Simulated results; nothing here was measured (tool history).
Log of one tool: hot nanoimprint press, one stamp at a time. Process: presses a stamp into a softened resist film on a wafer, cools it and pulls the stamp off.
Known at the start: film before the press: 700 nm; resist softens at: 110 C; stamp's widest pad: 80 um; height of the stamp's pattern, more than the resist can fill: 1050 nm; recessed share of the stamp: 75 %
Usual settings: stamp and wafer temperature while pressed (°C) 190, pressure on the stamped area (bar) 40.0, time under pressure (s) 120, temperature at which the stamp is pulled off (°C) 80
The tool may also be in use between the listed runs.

run     day  stamp and wafer temperature while pressed (°C)  pressure on the stamped area (bar)  time under pressure (s)  temperature at which the stamp is pulled off (°C)  resist left under the stamp's widest pad (angstrom)  greatest force while the stamp is pulled off (N)
  1   0.000                                             190                                40.0                      120                                                 80                                                 3195                                               197
  2   2.429                                             196                                40.0                      120                                                 80                                                 2472                                               189
      3.983  -- plate thermocouple calibrated
  3   4.967                                             196                                40.0                      120                                                 80                                                 2476                                               201
  4   6.096                                             190                                41.4                      120                                                 80                                                 3145                                               179
  5   7.983                                             190                                40.0                       94                                                 80                                                 3504                                               179
  6   9.683                                             190                                40.0                      120                                                 73                                                 3189                                               203
  7  11.362                                             190                                40.0                      120                                                 80                                                 3192                                               186
  8  13.704                                             190                                40.0                      120                                                 80                                                 3190                                               181
  9  15.208                                             190                                40.0                      120                                                 80                                                 3196                                               194
 10  16.579                                             190                                40.0                      120                                                 80                                                 3189                                               193
 11  18.412                                             181                                56.0                      120                                                 80                                                 4045                                               188
 12  20.704                                             198                                40.0                      124                                                 80                                                 2250                                               181
 13  22.179                                             198                                40.0                      124                                                 80                                                 2270                                               191
 14  24.142                                             182                                48.8                      120                                                 78                                                 4082                                               196
 15  25.392                                             193                                46.8                      165                                                 80                                                 2319                                               191
 16  26.788                                             189                                28.4                      136                                                 87                                                 3641                                               176
 17  28.483                                             189                                28.4                      136                                                 87                                                 3623                                               180
 18  29.658                                             189                                28.4                      136                                                 87                                                 3663                                               177
 19  32.317                                             189                                28.4                      136                                                 87                                                 3676                                               182

5 ways to go on from here, each from the tool as it stands after run 19. What would each give?
  A  33.900                                             189                                28.4                      136                                                 73                                                    ?                                                 ?
  B  33.900                                             189                                44.5                      136                                                 66                                                    ?                                                 ?
  C  33.900                                             190                                40.0                      120                                                 78                                                    ?                                                 ?
  D  33.900                                             183                                28.4                       89                                                 67                                                    ?                                                 ?
  E  33.900                                             189                                28.4                      136                                                 70                                                    ?                                                 ?

run  resist left under the stamp's widest pad (angstrom)  greatest force while the stamp is pulled off (N)
  A                                                 3658                                               209
  B                                                 3075                                               211
  C                                                 3224                                               196
  D                                                 5194                                               211
  E                                                 3684                                               211
Without the tool's hidden state the same runs would have given:
run  resist left under the stamp's widest pad (angstrom)  greatest force while the stamp is pulled off (N)
  A                                                 3612                                               207
  B                                                 3036                                               210
  C                                                 3183                                               195
  D                                                 5130                                               209
  E                                                 3637                                               210

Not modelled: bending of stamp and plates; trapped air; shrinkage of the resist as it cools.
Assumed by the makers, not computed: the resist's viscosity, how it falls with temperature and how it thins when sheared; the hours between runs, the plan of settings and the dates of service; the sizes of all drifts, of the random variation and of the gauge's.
